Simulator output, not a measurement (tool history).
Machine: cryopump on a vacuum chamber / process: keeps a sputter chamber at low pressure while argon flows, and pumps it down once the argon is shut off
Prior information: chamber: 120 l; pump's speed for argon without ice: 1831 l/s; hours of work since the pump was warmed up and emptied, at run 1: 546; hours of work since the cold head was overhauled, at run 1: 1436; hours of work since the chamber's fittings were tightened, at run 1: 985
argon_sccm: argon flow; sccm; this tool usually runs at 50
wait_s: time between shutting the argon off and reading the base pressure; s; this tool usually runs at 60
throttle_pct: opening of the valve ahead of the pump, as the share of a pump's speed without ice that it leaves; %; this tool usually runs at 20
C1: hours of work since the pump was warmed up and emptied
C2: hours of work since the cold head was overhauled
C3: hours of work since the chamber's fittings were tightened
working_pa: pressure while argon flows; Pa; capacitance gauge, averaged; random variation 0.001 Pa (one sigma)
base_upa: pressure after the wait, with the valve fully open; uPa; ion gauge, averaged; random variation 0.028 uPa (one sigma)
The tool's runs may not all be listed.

Run 1, day 0: usual settings; C1 546; C2 1436; C3 985. Result: working_pa 0.2418 Pa, base_upa 1.84 uPa.
Run 2, day 1.083: usual settings; C1 566; C2 1455; C3 1005. Result: working_pa 0.2411 Pa, base_upa 1.88 uPa.
Run 3, day 2.796: usual settings; C1 597; C2 1486; C3 1036. Result: working_pa 0.2423 Pa, base_upa 1.89 uPa.
Run 4, day 4.288: usual settings; C1 624; C2 1513; C3 1063. Result: working_pa 0.2422 Pa, base_upa 1.92 uPa.
Run 5, day 6.688: usual settings; C1 667; C2 1557; C3 1106. Result: working_pa 0.2454 Pa, base_upa 1.94 uPa.
Run 6, day 8.496: usual settings but wait_s 279 s; C1 700; C2 1589; C3 1139. Result: working_pa 0.2423 Pa, base_upa 1.12 uPa.
Run 7, day 10.317: usual settings; C1 733; C2 1622; C3 1172. Result: working_pa 0.2443 Pa, base_upa 1.98 uPa.
Run 8, day 11.779: usual settings; C1 760; C2 1649; C3 1198. Result: working_pa 0.2464 Pa, base_upa 2.02 uPa.
Run 9, day 12.992: usual settings; C1 782; C2 1671; C3 1220. Result: working_pa 0.2433 Pa, base_upa 2.04 uPa.
Run 10, day 14.138: usual settings but argon_sccm 33 sccm, wait_s 229 s; C1 802; C2 1692; C3 1241. Result: working_pa 0.1622 Pa, base_upa 1.2 uPa.
Run 11, day 15.254: usual settings but argon_sccm 33 sccm, wait_s 229 s; C1 823; C2 1712; C3 1261. Result: working_pa 0.1618 Pa, base_upa 1.27 uPa.
Run 12, day 16.538: usual settings but argon_sccm 27 sccm; C1 846; C2 1735; C3 1285. Result: working_pa 0.1323 Pa, base_upa 2.08 uPa.
Run 13, day 18.404: usual settings but argon_sccm 27 sccm; C1 880; C2 1769; C3 1318. Result: working_pa 0.1346 Pa, base_upa 2.19 uPa.
At day 19.046: pump warmed up, emptied and cooled again.
Run 14, day 19.817: usual settings but argon_sccm 27 sccm; C1 14; C2 1791; C3 1340. Result: working_pa 0.125 Pa, base_upa 1.92 uPa.
Run 15, day 21.608: usual settings but wait_s 205 s, throttle_pct 17 %; C1 46; C2 1823; C3 1373. Result: working_pa 0.2763 Pa, base_upa 1.14 uPa.
Run 16, day 23.646: usual settings but throttle_pct 44 %; C1 83; C2 1860; C3 1410. Result: working_pa 0.1077 Pa, base_upa 1.88 uPa.
Run 17, day 25.338: usual settings but argon_sccm 75 sccm, throttle_pct 36 %; C1 114; C2 1891; C3 1440. Result: working_pa 0.1962 Pa, base_upa 1.96 uPa.
Run 18, day 26.883: usual settings but throttle_pct 16 %; C1 142; C2 1919; C3 1468. Result: working_pa 0.289 Pa, base_upa 1.96 uPa.

Hidden state or all else? Some run-to-run changes of working_pa, split into what the settings, what came in and random variation would give without the hidden state, and what is left for the hidden state (with any gauge scatter that isn't in both results):
Hidden state present: pump's speed, % of a pump's without ice; cold plate's temperature, K; leak into the chamber, uPa l/s; drift of the gauge itself on working_pa, %; drift of the gauge itself on base_upa, %.
Run 13 -> 14: pump warmed up, emptied and cooled again. working_pa -0.0096 Pa: hidden state -0.0084, all else -0.0012.
Run 15 -> 16: wait_s 205 -> 60, throttle_pct 17 -> 44. working_pa -0.1686 Pa: hidden state +0.0006, all else -0.1692.
